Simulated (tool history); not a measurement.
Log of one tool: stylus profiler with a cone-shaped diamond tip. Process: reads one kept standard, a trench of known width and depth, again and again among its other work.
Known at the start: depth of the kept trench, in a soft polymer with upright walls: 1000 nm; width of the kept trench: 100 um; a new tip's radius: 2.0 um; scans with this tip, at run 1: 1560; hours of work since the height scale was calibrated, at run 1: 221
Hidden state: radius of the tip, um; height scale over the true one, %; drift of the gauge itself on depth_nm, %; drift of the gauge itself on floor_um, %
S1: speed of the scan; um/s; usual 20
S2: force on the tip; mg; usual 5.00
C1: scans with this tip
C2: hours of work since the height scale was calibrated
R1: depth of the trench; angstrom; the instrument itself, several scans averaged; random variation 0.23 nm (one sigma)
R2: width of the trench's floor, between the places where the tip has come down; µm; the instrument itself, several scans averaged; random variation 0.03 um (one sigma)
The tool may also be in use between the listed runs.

run,hour,S1,S2,C1,C2,R1,R2
1,0.0,20,5.00,1560,221,10227.8,96.09
2,135.8,20,5.00,2206,313,10226.1,95.86
3,247.3,20,5.00,2737,389,10220.1,95.70
4,307.3,20,5.00,3023,429,10215.1,95.62
5,429.8,20,4.00,3606,512,10183.8,95.46
6,501.7,20,4.00,3948,561,10181.2,95.41
7,627.5,20,5.00,4547,646,10207.7,95.24
8,730.9,20,5.00,5039,716,10202.3,95.16
9,827.7,20,5.00,5500,781,10204.8,95.10
10,931.0,60,5.93,5992,851,10229.9,94.93
11,1027.2,40,3.16,6450,916,10128.5,94.81
12,1104.1,15,13.86,6816,968,10421.6,94.77
13,1240.9,12,4.51,7467,1061,10173.9,94.64
14,1350.7,33,4.51,7989,1135,10171.6,94.54
15,1437.1,33,4.51,8401,1193,10167.0,94.44
16,1505.9,33,4.51,8729,1240,10161.9,94.37
# hour 1569.7: new tip fitted, height scale calibrated
17,1569.7,13,3.90,0,0,10197.3,96.62
18,1679.1,13,3.90,521,74,10195.4,96.48

Some steps in R1 between neighbouring runs. How much of each would the tool show without its hidden state too (settings, what came in, random variation), and how much is left for the hidden state, with any gauge scatter that isn't in both results?
Run 11 -> 12: S1 40 -> 15, S2 3.16 -> 13.86. R1 +293.1 angstrom: hidden state -3.9, all else +297.0.
Run 16 -> 17: S1 33 -> 13, S2 4.51 -> 3.90, new tip fitted, height scale calibrated. R1 +35.4 angstrom: hidden state +55.3, all else -19.9.
